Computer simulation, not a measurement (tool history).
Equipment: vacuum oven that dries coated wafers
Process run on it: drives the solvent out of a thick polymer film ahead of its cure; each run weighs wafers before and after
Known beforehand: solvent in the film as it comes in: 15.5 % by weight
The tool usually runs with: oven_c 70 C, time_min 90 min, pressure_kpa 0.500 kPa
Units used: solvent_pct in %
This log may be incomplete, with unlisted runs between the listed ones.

Run 1, day 0.000: usual settings. Result: solvent_pct 2.58 %.
Run 2, day 0.367: usual settings but pressure_kpa 1.143 kPa. Result: solvent_pct 2.76 %.
Run 3, day 0.796: usual settings but pressure_kpa 1.143 kPa. Result: solvent_pct 2.80 %.
Run 4, day 1.325: usual settings but pressure_kpa 1.143 kPa. Result: solvent_pct 2.75 %.
Run 5, day 1.996: usual settings but pressure_kpa 1.143 kPa. Result: solvent_pct 2.72 %.
Run 6, day 2.746: usual settings. Result: solvent_pct 2.69 %.
Run 7, day 3.267: usual settings. Result: solvent_pct 2.63 %.
Run 8, day 3.975: usual settings. Result: solvent_pct 2.59 %.
Run 9, day 4.538: usual settings. Result: solvent_pct 2.67 %.
Run 10, day 4.983: usual settings but time_min 53 min. Result: solvent_pct 4.99 %.
Run 11, day 5.612: usual settings but time_min 53 min. Result: solvent_pct 4.91 %.
Run 12, day 6.096: usual settings but time_min 53 min. Result: solvent_pct 5.09 %.
Run 13, day 6.846: usual settings but pressure_kpa 0.616 kPa. Result: solvent_pct 2.65 %.
Run 14, day 7.379: usual settings but pressure_kpa 0.616 kPa. Result: solvent_pct 2.65 %.
Run 15, day 7.792: usual settings but time_min 135 min. Result: solvent_pct 1.34 %.
Run 16, day 8.558: usual settings. Result: solvent_pct 2.67 %.
Run 17, day 9.167: usual settings. Result: solvent_pct 2.74 %.
Run 18, day 9.888: usual settings. Result: solvent_pct 2.73 %.
Run 19, day 10.654: usual settings. Result: solvent_pct 2.71 %.
Run 20, day 11.042: usual settings. Result: solvent_pct 2.72 %.
Run 21, day 11.608: usual settings. Result: solvent_pct 2.69 %.
Run 22, day 12.129: usual settings. Result: solvent_pct 2.72 %.
Run 23, day 12.446: usual settings but pressure_kpa 0.275 kPa. Result: solvent_pct 2.66 %.
Run 24, day 13.117: usual settings but pressure_kpa 0.275 kPa. Result: solvent_pct 2.79 %.
Run 25, day 13.850: usual settings but pressure_kpa 0.275 kPa. Result: solvent_pct 2.68 %.
Run 26, day 14.592: usual settings but oven_c 67 C, time_min 50 min, pressure_kpa 1.832 kPa. Result: solvent_pct 6.63 %.
Run 27, day 15.083: usual settings but oven_c 67 C, time_min 50 min, pressure_kpa 1.832 kPa. Result: solvent_pct 6.81 %.
Run 28, day 15.550: usual settings but oven_c 68 C, time_min 53 min. Result: solvent_pct 5.78 %.
Run 29, day 16.208: usual settings but time_min 58 min. Result: solvent_pct 4.60 %.
Run 30, day 16.896: usual settings but oven_c 55 C, time_min 71 min. Result: solvent_pct 8.76 %.
Run 31, day 17.396: usual settings but oven_c 75 C, time_min 71 min, pressure_kpa 0.788 kPa. Result: solvent_pct 2.30 %.
Run 32, day 18.125: usual settings but oven_c 65 C, pressure_kpa 0.710 kPa. Result: solvent_pct 4.64 %.
Run 33, day 18.738: usual settings but oven_c 57 C, pressure_kpa 1.111 kPa. Result: solvent_pct 7.46 %.
Run 34, day 19.058: usual settings but oven_c 57 C, pressure_kpa 1.111 kPa. Result: solvent_pct 7.34 %.
Run 35, day 19.408: usual settings but oven_c 82 C, time_min 61 min, pressure_kpa 1.303 kPa. Result: solvent_pct 1.13 %.
Run 36, day 20.146: usual settings but oven_c 82 C, time_min 61 min, pressure_kpa 1.303 kPa. Result: solvent_pct 1.06 %.
Run 37, day 20.475: usual settings but oven_c 82 C, time_min 71 min, pressure_kpa 0.460 kPa. Result: solvent_pct 0.68 %.
Run 38, day 21.092: usual settings but oven_c 65 C, time_min 66 min, pressure_kpa 0.526 kPa. Result: solvent_pct 5.74 %.
Run 39, day 21.850: usual settings but oven_c 65 C, time_min 51 min, pressure_kpa 1.019 kPa. Result: solvent_pct 7.02 %.
Run 40, day 22.238: usual settings but oven_c 65 C, time_min 51 min, pressure_kpa 1.019 kPa. Result: solvent_pct 7.26 %.
Run 41, day 22.712: usual settings but oven_c 64 C, time_min 51 min, pressure_kpa 1.019 kPa. Result: solvent_pct 7.31 %.
Run 42, day 23.362: usual settings but oven_c 64 C, time_min 51 min, pressure_kpa 1.019 kPa. Result: solvent_pct 7.54 %.
Run 43, day 23.971: usual settings but oven_c 58 C, time_min 51 min, pressure_kpa 0.938 kPa. Result: solvent_pct 9.26 %.
Run 44, day 24.688: usual settings but oven_c 78 C, pressure_kpa 0.966 kPa. Result: solvent_pct 0.85 %.
Run 45, day 25.375: usual settings but pressure_kpa 1.552 kPa. Result: solvent_pct 3.08 %.
Run 46, day 26.025: usual settings but oven_c 82 C, time_min 151 min, pressure_kpa 1.255 kPa. Result: solvent_pct 0.22 %.

3 options for the next run, each taken on its own from the tool as it stands now. Forecast them:
Run A, day 26.650: usual settings but oven_c 60 C, time_min 103 min, pressure_kpa 0.346 kPa. Result: solvent_pct ?.
Run B, day 26.650: usual settings but oven_c 84 C, pressure_kpa 1.995 kPa. Result: solvent_pct ?.
Run C, day 26.650: usual settings but oven_c 75 C, time_min 151 min, pressure_kpa 1.255 kPa. Result: solvent_pct ?.

run  solvent_pct
  A         5.82
  B         0.49
  C         0.68
Stripped of hidden state, with their random variation kept, the same runs would have yielded:
run  solvent_pct
  A         5.23
  B         0.39
  C         0.54

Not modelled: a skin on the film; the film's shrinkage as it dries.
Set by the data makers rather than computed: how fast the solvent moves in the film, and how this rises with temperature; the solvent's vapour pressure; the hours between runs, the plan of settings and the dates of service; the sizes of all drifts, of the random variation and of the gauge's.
